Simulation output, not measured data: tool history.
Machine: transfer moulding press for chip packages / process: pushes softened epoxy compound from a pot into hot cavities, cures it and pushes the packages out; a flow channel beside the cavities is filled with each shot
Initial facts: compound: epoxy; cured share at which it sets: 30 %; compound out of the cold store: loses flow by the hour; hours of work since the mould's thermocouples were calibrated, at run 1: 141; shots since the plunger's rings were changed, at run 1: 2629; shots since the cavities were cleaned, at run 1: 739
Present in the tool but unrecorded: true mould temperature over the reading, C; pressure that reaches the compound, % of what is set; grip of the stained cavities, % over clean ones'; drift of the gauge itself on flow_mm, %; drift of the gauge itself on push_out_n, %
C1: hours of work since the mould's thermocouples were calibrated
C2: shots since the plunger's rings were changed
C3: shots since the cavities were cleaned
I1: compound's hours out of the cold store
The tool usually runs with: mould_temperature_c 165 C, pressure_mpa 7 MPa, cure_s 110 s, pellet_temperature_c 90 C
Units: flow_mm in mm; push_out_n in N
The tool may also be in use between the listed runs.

run 1 day=0 | mould_temperature_c=165 pressure_mpa=7 cure_s=110 pellet_temperature_c=90 | C1=141 C2=2629 C3=739 | I1=18.4 | flow_mm=630 push_out_n=708
run 2 day=0.521 | mould_temperature_c=165 pressure_mpa=7 cure_s=110 pellet_temperature_c=96 | C1=147 C2=2735 C3=845 | I1=31.7 | flow_mm=580 push_out_n=741
run 3 day=1.058 | mould_temperature_c=165 pressure_mpa=7 cure_s=110 pellet_temperature_c=87 | C1=153 C2=2844 C3=954 | I1=12.6 | flow_mm=641 push_out_n=768
run 4 day=1.6 | mould_temperature_c=165 pressure_mpa=7 cure_s=110 pellet_temperature_c=90 | C1=160 C2=2955 C3=1065 | I1=9.2 | flow_mm=653 push_out_n=783
-- day=2.025 cavities cleaned with cleaning compound and waxed
run 5 day=2.025 | mould_temperature_c=165 pressure_mpa=7 cure_s=99 pellet_temperature_c=90 | C1=164 C2=3029 C3=0 | I1=36.1 | flow_mm=561 push_out_n=431
run 6 day=2.321 | mould_temperature_c=165 pressure_mpa=7 cure_s=99 pellet_temperature_c=90 | C1=168 C2=3089 C3=60 | I1=32.5 | flow_mm=574 push_out_n=448
run 7 day=2.983 | mould_temperature_c=165 pressure_mpa=7 cure_s=99 pellet_temperature_c=90 | C1=175 C2=3224 C3=195 | I1=16.9 | flow_mm=622 push_out_n=542
run 8 day=3.3 | mould_temperature_c=165 pressure_mpa=7 cure_s=99 pellet_temperature_c=90 | C1=179 C2=3289 C3=260 | I1=10.2 | flow_mm=649 push_out_n=559
run 9 day=4 | mould_temperature_c=165 pressure_mpa=7 cure_s=99 pellet_temperature_c=90 | C1=187 C2=3432 C3=403 | I1=38.8 | flow_mm=551 push_out_n=609
-- day=4.125 mould's thermocouples calibrated
run 10 day=4.725 | mould_temperature_c=165 pressure_mpa=7.03 cure_s=110 pellet_temperature_c=90 | C1=7 C2=3563 C3=534 | I1=10.2 | flow_mm=651 push_out_n=630
run 11 day=5.121 | mould_temperature_c=165 pressure_mpa=7.03 cure_s=110 pellet_temperature_c=90 | C1=12 C2=3644 C3=615 | I1=17.4 | flow_mm=618 push_out_n=653
run 12 day=5.696 | mould_temperature_c=165 pressure_mpa=7.03 cure_s=110 pellet_temperature_c=90 | C1=19 C2=3761 C3=732 | I1=34.7 | flow_mm=562 push_out_n=671
run 13 day=5.988 | mould_temperature_c=165 pressure_mpa=7.03 cure_s=110 pellet_temperature_c=90 | C1=22 C2=3820 C3=791 | I1=31.3 | flow_mm=569 push_out_n=715
run 14 day=6.383 | mould_temperature_c=165 pressure_mpa=7 cure_s=125 pellet_temperature_c=90 | C1=27 C2=3901 C3=872 | I1=8.3 | flow_mm=649 push_out_n=706
run 15 day=6.712 | mould_temperature_c=165 pressure_mpa=7 cure_s=125 pellet_temperature_c=90 | C1=30 C2=3968 C3=939 | I1=29 | flow_mm=573 push_out_n=726
run 16 day=7.15 | mould_temperature_c=165 pressure_mpa=7 cure_s=125 pellet_temperature_c=90 | C1=36 C2=4057 C3=1028 | I1=30.6 | flow_mm=564 push_out_n=744
run 17 day=7.629 | mould_temperature_c=167 pressure_mpa=7 cure_s=112 pellet_temperature_c=81 | C1=41 C2=4155 C3=1126 | I1=25.7 | flow_mm=586 push_out_n=737
-- day=7.746 cavities cleaned with cleaning compound and waxed
-- day=7.879 mould's thermocouples calibrated, once more
run 18 day=8.367 | mould_temperature_c=161 pressure_mpa=5.83 cure_s=131 pellet_temperature_c=99 | C1=6 C2=4276 C3=110 | I1=45.7 | flow_mm=491 push_out_n=486
run 19 day=8.833 | mould_temperature_c=165 pressure_mpa=5.81 cure_s=110 pellet_temperature_c=89 | C1=11 C2=4371 C3=205 | I1=18.5 | flow_mm=557 push_out_n=545
run 20 day=9.246 | mould_temperature_c=165 pressure_mpa=7 cure_s=133 pellet_temperature_c=90 | C1=16 C2=4455 C3=289 | I1=28.7 | flow_mm=575 push_out_n=538
run 21 day=9.871 | mould_temperature_c=165 pressure_mpa=7 cure_s=133 pellet_temperature_c=90 | C1=23 C2=4582 C3=416 | I1=10.8 | flow_mm=643 push_out_n=620
run 22 day=10.483 | mould_temperature_c=170 pressure_mpa=7 cure_s=133 pellet_temperature_c=86 | C1=31 C2=4708 C3=542 | I1=35.6 | flow_mm=538 push_out_n=621
run 23 day=11.133 | mould_temperature_c=168 pressure_mpa=7 cure_s=133 pellet_temperature_c=84 | C1=38 C2=4840 C3=674 | I1=35.2 | flow_mm=546 push_out_n=648
run 24 day=11.538 | mould_temperature_c=165 pressure_mpa=8.04 cure_s=121 pellet_temperature_c=90 | C1=43 C2=4923 C3=757 | I1=26.8 | flow_mm=618 push_out_n=694

Per-run results on a tool with no hidden state, each run keeping its own random variation:
run=1 flow_mm=653 push_out_n=411
run=2 flow_mm=602 push_out_n=416
run=3 flow_mm=667 push_out_n=423
run=4 flow_mm=681 push_out_n=423
run=5 flow_mm=585 push_out_n=434
run=6 flow_mm=600 push_out_n=420
run=7 flow_mm=651 push_out_n=444
run=8 flow_mm=680 push_out_n=436
run=9 flow_mm=578 push_out_n=431
run=10 flow_mm=686 push_out_n=414
run=11 flow_mm=652 push_out_n=414
run=12 flow_mm=594 push_out_n=406
run=13 flow_mm=601 push_out_n=426
run=14 flow_mm=687 push_out_n=406
run=15 flow_mm=607 push_out_n=413
run=16 flow_mm=599 push_out_n=414
run=17 flow_mm=622 push_out_n=399
run=18 flow_mm=519 push_out_n=420
run=19 flow_mm=590 push_out_n=429
run=20 flow_mm=610 push_out_n=396
run=21 flow_mm=682 push_out_n=423
run=22 flow_mm=572 push_out_n=395
run=23 flow_mm=582 push_out_n=391
run=24 flow_mm=660 push_out_n=405

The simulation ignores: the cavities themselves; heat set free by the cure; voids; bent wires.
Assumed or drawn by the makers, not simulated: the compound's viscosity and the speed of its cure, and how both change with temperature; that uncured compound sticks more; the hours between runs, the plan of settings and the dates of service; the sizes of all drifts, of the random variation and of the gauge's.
